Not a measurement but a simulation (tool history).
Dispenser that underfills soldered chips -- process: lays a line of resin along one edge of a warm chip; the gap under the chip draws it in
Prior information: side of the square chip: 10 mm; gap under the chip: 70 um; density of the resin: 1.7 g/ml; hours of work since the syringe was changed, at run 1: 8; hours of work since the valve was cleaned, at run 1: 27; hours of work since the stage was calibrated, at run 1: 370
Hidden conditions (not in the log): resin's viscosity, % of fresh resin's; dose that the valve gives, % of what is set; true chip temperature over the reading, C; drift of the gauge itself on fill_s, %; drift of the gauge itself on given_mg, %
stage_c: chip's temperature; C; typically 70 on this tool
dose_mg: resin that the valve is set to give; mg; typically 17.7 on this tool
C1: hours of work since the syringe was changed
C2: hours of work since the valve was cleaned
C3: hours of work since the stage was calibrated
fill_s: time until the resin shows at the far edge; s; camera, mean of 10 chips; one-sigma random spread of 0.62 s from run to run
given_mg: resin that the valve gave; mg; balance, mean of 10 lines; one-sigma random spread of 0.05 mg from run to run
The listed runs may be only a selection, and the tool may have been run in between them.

{"run": 1, "hour": 0.0, "stage_c": 70, "dose_mg": 17.7, "C1": 8, "C2": 27, "C3": 370, "fill_s": 90.3, "given_mg": 17.51}
{"hour": 1.3, "done": "new syringe of resin"}
{"run": 2, "hour": 10.3, "stage_c": 70, "dose_mg": 17.7, "C1": 6, "C2": 34, "C3": 377, "fill_s": 83.1, "given_mg": 17.36}
{"hour": 14.0, "done": "new syringe of resin"}
{"hour": 23.0, "done": "dispensing valve cleaned and set on the balance"}
{"run": 3, "hour": 24.2, "stage_c": 70, "dose_mg": 17.7, "C1": 6, "C2": 1, "C3": 385, "fill_s": 83.1, "given_mg": 17.57}
{"hour": 27.8, "done": "new syringe of resin"}
{"run": 4, "hour": 35.4, "stage_c": 70, "dose_mg": 17.7, "C1": 5, "C2": 8, "C3": 393, "fill_s": 79.4, "given_mg": 17.6}
{"hour": 40.1, "done": "new syringe of resin"}
{"run": 5, "hour": 45.0, "stage_c": 83, "dose_mg": 17.7, "C1": 3, "C2": 15, "C3": 399, "fill_s": 37.7, "given_mg": 17.56}
{"hour": 52.9, "done": "new syringe of resin"}
{"run": 6, "hour": 54.2, "stage_c": 57, "dose_mg": 17.7, "C1": 1, "C2": 21, "C3": 406, "fill_s": 134.7, "given_mg": 17.39}
{"run": 7, "hour": 61.5, "stage_c": 70, "dose_mg": 21.8, "C1": 6, "C2": 26, "C3": 411, "fill_s": 79.7, "given_mg": 21.42}
{"hour": 65.4, "done": "new syringe of resin"}
{"run": 8, "hour": 74.1, "stage_c": 70, "dose_mg": 21.8, "C1": 6, "C2": 35, "C3": 419, "fill_s": 82.3, "given_mg": 21.35}
{"hour": 78.2, "done": "new syringe of resin"}
{"hour": 84.8, "done": "dispensing valve cleaned and set on the balance"}
{"run": 9, "hour": 86.1, "stage_c": 61, "dose_mg": 21.8, "C1": 5, "C2": 1, "C3": 427, "fill_s": 128.5, "given_mg": 21.79}
{"hour": 91.7, "done": "new syringe of resin"}
{"run": 10, "hour": 93.4, "stage_c": 70, "dose_mg": 17.7, "C1": 1, "C2": 6, "C3": 432, "fill_s": 64.7, "given_mg": 17.64}
{"hour": 104.2, "done": "new syringe of resin"}
{"run": 11, "hour": 105.5, "stage_c": 70, "dose_mg": 17.7, "C1": 1, "C2": 14, "C3": 440, "fill_s": 62.9, "given_mg": 17.66}
{"run": 12, "hour": 115.9, "stage_c": 70, "dose_mg": 17.7, "C1": 8, "C2": 21, "C3": 447, "fill_s": 92.3, "given_mg": 17.49}
{"hour": 117.2, "done": "new syringe of resin"}
{"run": 13, "hour": 122.7, "stage_c": 70, "dose_mg": 17.7, "C1": 4, "C2": 26, "C3": 452, "fill_s": 75.2, "given_mg": 17.46}
{"hour": 130.3, "done": "new syringe of resin"}
{"run": 14, "hour": 135.3, "stage_c": 70, "dose_mg": 17.7, "C1": 3, "C2": 34, "C3": 460, "fill_s": 75.2, "given_mg": 17.41}
{"hour": 143.5, "done": "new syringe of resin"}
{"hour": 146.4, "done": "dispensing valve cleaned and set on the balance"}
{"run": 15, "hour": 148.1, "stage_c": 70, "dose_mg": 17.7, "C1": 3, "C2": 1, "C3": 468, "fill_s": 69.0, "given_mg": 17.58}
{"run": 16, "hour": 154.1, "stage_c": 70, "dose_mg": 17.4, "C1": 7, "C2": 5, "C3": 472, "fill_s": 86.3, "given_mg": 17.35}
{"hour": 156.9, "done": "new syringe of resin"}
{"run": 17, "hour": 164.4, "stage_c": 70, "dose_mg": 17.4, "C1": 5, "C2": 12, "C3": 479, "fill_s": 82.8, "given_mg": 17.26}
{"hour": 170.4, "done": "new syringe of resin"}
{"run": 18, "hour": 172.6, "stage_c": 70, "dose_mg": 18.6, "C1": 2, "C2": 18, "C3": 485, "fill_s": 67.5, "given_mg": 18.43}
{"hour": 181.6, "done": "stage's temperature calibrated"}
{"run": 19, "hour": 182.1, "stage_c": 78, "dose_mg": 18.2, "C1": 7, "C2": 24, "C3": 0, "fill_s": 52.5, "given_mg": 18.0}

The next listed run, before its measurement:
{"hour": 184.0, "done": "new syringe of resin"}
{"run": 20, "hour": 191.6, "stage_c": 78, "dose_mg": 18.2, "C1": 5, "C2": 30, "C3": 7, "fill_s": "?", "given_mg": "?"}

Run 20 gave fill_s 47.7 s, given_mg 17.95 mg.
Without the tool's hidden state the same run would have given fill_s 35.5 s, given_mg 18.24 mg.

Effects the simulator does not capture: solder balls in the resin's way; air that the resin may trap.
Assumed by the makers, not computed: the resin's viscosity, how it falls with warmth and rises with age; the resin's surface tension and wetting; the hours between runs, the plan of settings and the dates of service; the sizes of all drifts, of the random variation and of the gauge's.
